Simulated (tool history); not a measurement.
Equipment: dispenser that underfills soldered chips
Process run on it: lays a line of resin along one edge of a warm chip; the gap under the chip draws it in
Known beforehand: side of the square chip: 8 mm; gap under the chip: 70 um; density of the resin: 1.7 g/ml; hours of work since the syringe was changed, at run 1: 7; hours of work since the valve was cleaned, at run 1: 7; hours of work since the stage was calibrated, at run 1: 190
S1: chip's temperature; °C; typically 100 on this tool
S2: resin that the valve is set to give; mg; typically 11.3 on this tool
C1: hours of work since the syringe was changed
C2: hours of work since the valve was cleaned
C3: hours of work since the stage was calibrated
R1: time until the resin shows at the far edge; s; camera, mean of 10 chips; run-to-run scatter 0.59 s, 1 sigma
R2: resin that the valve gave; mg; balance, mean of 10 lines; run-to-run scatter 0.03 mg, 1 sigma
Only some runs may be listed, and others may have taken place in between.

run    day   S1    S2  C1  C2   C3     R1     R2
  1  0.000  100  11.3   7   7  190   67.3  11.30
  2  0.133  100  10.9   9   9  192   76.3  10.88
     0.279  -- new syringe of resin
  3  0.300  100  13.2   0  12  195   52.0  13.11
  4  0.588  100  13.2   5  17  200   62.7  13.06
  5  0.788  100  13.2   9  21  203   72.0  13.03
     0.946  -- new syringe of resin
  6  1.012  100  11.3   1  24  207   57.1  11.08
  7  1.188   98  11.3   4  27  210   69.4  11.10
  8  1.333   94  11.3   7  30  213   91.9  11.09
     1.604  -- new syringe of resin
  9  1.604   94  11.3   0  35  217   71.4  11.01
 10  1.871   94  11.3   5  39  222   82.9  11.00
 11  2.167  100  12.1  10  45  227   76.3  11.72
     2.275  -- new syringe of resin
 12  2.317  100  12.1   1  47  230   54.5  11.69
     2.538  -- dispensing valve cleaned and set on the balance
 13  2.583  100  12.1   5   1  234   62.7  12.11
 14  2.846  105  12.1   9   6  239   59.1  12.07
     2.992  -- new syringe of resin
 15  3.100   98  11.3   2  10  243   63.2  11.23
 16  3.383   98  11.3   7  15  248   76.6  11.19
 17  3.588   98  11.3  11  18  251   87.4  11.06
     3.650  -- new syringe of resin
 18  3.842  100  11.3   3  23  256   60.5  11.13
 19  4.112  107  12.3   8  28  261   52.7  12.04
     4.317  -- new syringe of resin
 20  4.421  107  12.3   2  33  266   41.4  11.96
 21  4.733   85  12.2   7  38  271  139.5  11.85
     4.988  -- new syringe of resin
 22  4.996  106  12.2   0  43  276   41.3  11.81
 23  5.275  106  12.2   5  48  281   49.6  11.74
     5.471  -- dispensing valve cleaned and set on the balance
 24  5.471   97  12.2   8   0  283   80.6  12.20
 25  5.667   95  12.8  11   4  287   98.4  12.77
     5.704  -- new syringe of resin
 26  5.858  114  12.4   3   7  290   32.9  12.26
 27  6.096  114  12.4   7  11  294   36.9  12.27
     6.379  -- new syringe of resin
 28  6.408  109  10.7   0  16  300   38.4  10.55
 29  6.558   87  10.4   3  19  302  113.5  10.22
 30  6.708  109  10.5   6  22  305   47.1  10.26
 31  6.854  109  10.5   8  24  308   50.9  10.25
     7.046  -- new syringe of resin
 32  7.071  104  14.0   0  28  311   45.1  13.65
 33  7.329  104  14.0   5  32  316   52.5  13.69
 34  7.521  100  10.3   8  36  319   74.1  10.04
     7.721  -- new syringe of resin
 35  7.762   98  11.4   1  40  323   59.6  11.07

Alternative continuations, all from the tool just after run 35; predict every row:
  A  7.888  112  12.0   3  42  326   ?   ?
  B  7.888  112  13.7   3  42  326   ?   ?
  C  7.888  113  14.1   3  42  326   ?   ?
  D  7.888   90  12.3   3  42  326   ?   ?
  E  7.888   87  11.3   3  42  326   ?   ?

run     R1     R2
  A   35.9  11.61
  B   35.1  13.24
  C   33.4  13.55
  D   93.9  11.88
  E  111.0  10.97
Take away the tool's hidden state, keep each run's random variation, and the runs would have read:
run    R1     R2
  A  30.4  12.03
  B  29.8  13.73
  C  28.3  14.04
  D  78.9  12.31
  E  93.0  11.36
